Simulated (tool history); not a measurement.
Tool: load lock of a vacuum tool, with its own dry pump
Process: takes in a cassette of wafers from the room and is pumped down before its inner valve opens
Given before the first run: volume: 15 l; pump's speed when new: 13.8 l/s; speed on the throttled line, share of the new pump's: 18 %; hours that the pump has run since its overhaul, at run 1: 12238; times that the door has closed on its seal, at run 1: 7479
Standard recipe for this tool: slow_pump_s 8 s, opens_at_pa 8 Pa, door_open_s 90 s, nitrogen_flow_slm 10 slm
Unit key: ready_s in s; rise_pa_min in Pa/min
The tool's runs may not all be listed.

run	hour	slow_pump_s	opens_at_pa	door_open_s	nitrogen_flow_slm	hours that the pump has run since its overhaul	times that the door has closed on its seal	incoming humidity of the room's air, %	ready_s	rise_pa_min
1	0	8	8	90	10	12238	7479	43	19.9	0.258
2	294.3	8	8	90	10	12532	8238	47.2	19.6	0.282
3	674.6	8	8	90	10	12913	9218	48.7	19.9	0.317
4	945.4	8	16	90	10	13184	9916	47.3	18.8	0.338
5	1157.1	8	16	90	10	13395	10462	46	18.7	0.359
6	1639.2	9	16	90	10	13877	11704	44.2	19.5	0.394
7	1863.2	9	16	90	10	14101	12282	43.6	19.9	0.42
# hour 1899.4: dry pump taken out, an overhauled one fitted
8	2205	9	16	90	10	306	13147	44.3	17.1	0.447
9	2486.8	9	16	28	25	587	13873	47.4	17	0.418
10	2790.3	9	10	28	6	891	14655	46.6	17.6	0.476
11	3059.1	11	8	134	6	1160	15348	48.5	19.8	0.597
12	3262.8	8	7	90	21	1363	15873	41.7	17.4	0.539

How the hidden state differs across the entries between the runs, from the last listed run before each to the first after it:
Runs 7 to 8: dry pump taken out, an overhauled one fitted (hour 1899.4)
  pump's speed, % of a new pump's: 73.7 -> 99.3; leak at the door's seal, Pa l/s: 0.0835 -> 0.091
  measured value less the no-hidden-state value, ready_s: +2.9 -> +0.1 s; rise_pa_min: +0.328 -> +0.358 Pa/min
